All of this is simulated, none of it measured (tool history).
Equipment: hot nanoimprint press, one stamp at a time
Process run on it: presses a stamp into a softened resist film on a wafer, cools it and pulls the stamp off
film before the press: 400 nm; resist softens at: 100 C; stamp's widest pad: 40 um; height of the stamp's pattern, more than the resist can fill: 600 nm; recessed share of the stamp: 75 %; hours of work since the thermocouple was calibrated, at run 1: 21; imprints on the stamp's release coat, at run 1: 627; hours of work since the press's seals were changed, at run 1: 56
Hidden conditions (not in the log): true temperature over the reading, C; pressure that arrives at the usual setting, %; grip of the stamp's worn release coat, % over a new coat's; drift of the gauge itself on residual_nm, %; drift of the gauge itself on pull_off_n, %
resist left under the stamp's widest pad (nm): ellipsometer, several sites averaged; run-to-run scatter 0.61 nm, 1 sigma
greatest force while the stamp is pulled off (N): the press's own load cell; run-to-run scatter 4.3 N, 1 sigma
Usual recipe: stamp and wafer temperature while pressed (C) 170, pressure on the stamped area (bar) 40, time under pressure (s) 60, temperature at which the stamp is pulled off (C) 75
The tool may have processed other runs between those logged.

| run | hour | stamp and wafer temperature while pressed (C) | pressure on the stamped area (bar) | time under pressure (s) | temperature at which the stamp is pulled off (C) | hours of work since the thermocouple was calibrated | imprints on the stamp's release coat | hours of work since the press's seals were changed | resist left under the stamp's widest pad (nm) | greatest force while the stamp is pulled off (N) |
|---|---|---|---|---|---|---|---|---|---|---|
| 1 | 0 | 170 | 40 | 60 | 75 | 21 | 627 | 56 | 204 | 206 |
| 2 | 40.5 | 170 | 40 | 60 | 75 | 39 | 696 | 74 | 204.2 | 208 |
| 3 | 78.4 | 170 | 40 | 60 | 75 | 55 | 762 | 90 | 203.7 | 210 |
| 4 | 114.6 | 176 | 40 | 60 | 75 | 70 | 824 | 105 | 173.8 | 206 |
| 5 | 144 | 170 | 40 | 118 | 75 | 83 | 874 | 118 | 162.8 | 207 |
| 6 | 172.9 | 170 | 40 | 118 | 75 | 95 | 924 | 130 | 162.1 | 219 |
| 7 | 229.9 | 180 | 40 | 118 | 73 | 120 | 1022 | 155 | 122.6 | 214 |
| 8 | 287.5 | 175 | 43.1 | 118 | 73 | 144 | 1120 | 179 | 135 | 215 |
| 9 | 338.5 | 181 | 24.6 | 60 | 75 | 166 | 1208 | 201 | 198.2 | 215 |
| 10 | 376 | 181 | 24.6 | 60 | 75 | 182 | 1272 | 217 | 198.5 | 205 |
| 11 | 425.6 | 177 | 54.8 | 71 | 81 | 203 | 1358 | 238 | 132.6 | 187 |
| 12 | 449.7 | 182 | 36 | 39 | 78 | 213 | 1399 | 249 | 182.4 | 204 |

3 ways to go on from here, each from the tool as it stands after run 12. What would each give?
| A | 491.2 | 166 | 34.9 | 59 | 75 | 231 | 1470 | 266 | ? | ? |
| B | 491.2 | 170 | 42.7 | 64 | 75 | 231 | 1470 | 266 | ? | ? |
| C | 491.2 | 160 | 45.9 | 78 | 75 | 231 | 1470 | 266 | ? | ? |

| run | resist left under the stamp's widest pad (nm) | greatest force while the stamp is pulled off (N) |
|---|---|---|
| A | 241.4 | 208 |
| B | 191.3 | 209 |
| C | 228.8 | 211 |
The same runs, with their run-to-run variation unchanged, on a tool lacking any hidden condition would have given:
| run | resist left under the stamp's widest pad (nm) | greatest force while the stamp is pulled off (N) |
|---|---|---|
| A | 243.5 | 206 |
| B | 192.9 | 207 |
| C | 230.8 | 209 |
